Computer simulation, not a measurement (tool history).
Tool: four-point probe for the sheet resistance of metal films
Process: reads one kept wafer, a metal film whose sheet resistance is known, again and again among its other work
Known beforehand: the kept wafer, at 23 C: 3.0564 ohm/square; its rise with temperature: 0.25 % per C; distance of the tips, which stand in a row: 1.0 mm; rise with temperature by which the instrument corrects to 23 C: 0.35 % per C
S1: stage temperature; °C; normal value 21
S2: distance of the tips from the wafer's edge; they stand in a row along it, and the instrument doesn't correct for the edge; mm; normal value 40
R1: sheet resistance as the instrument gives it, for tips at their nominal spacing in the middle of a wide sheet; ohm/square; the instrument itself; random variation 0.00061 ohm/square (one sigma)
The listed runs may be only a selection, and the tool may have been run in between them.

| run | hour | S1 | S2 | R1 |
|---|---|---|---|---|
| 1 | 0 | 21 | 40 | 3.068916 |
| 2 | 19.3 | 21 | 40 | 3.069255 |
| 3 | 38.6 | 21 | 40 | 3.068773 |
| 4 | 78.4 | 21 | 40 | 3.067843 |
| 5 | 97.8 | 27 | 40 | 3.050791 |
| 6 | 116.4 | 21 | 40 | 3.069735 |
| 7 | 158.5 | 21 | 38 | 3.070314 |
| 8 | 186.3 | 21 | 29 | 3.069594 |
| 9 | 211.3 | 21 | 3 | 3.241459 |
| 10 | 251.1 | 22 | 3 | 3.239962 |
| 11 | 283.8 | 30 | 39 | 3.043568 |
| 12 | 318.5 | 20 | 12 | 3.084717 |
| 13 | 343.3 | 21 | 54 | 3.071666 |
| 14 | 381.1 | 29 | 40 | 3.047451 |

Alternative continuations, all from the tool just after run 14; predict every row:
| A | 414.4 | 25 | 40 | ? |
| B | 414.4 | 28 | 7 | ? |
| C | 414.4 | 21 | 40 | ? |

| run | R1 |
|---|---|
| A | 3.059757 |
| B | 3.083394 |
| C | 3.074111 |
With no hidden state in the tool, these same runs would have given:
| run | R1 |
|---|---|
| A | 3.050909 |
| B | 3.074492 |
| C | 3.065213 |

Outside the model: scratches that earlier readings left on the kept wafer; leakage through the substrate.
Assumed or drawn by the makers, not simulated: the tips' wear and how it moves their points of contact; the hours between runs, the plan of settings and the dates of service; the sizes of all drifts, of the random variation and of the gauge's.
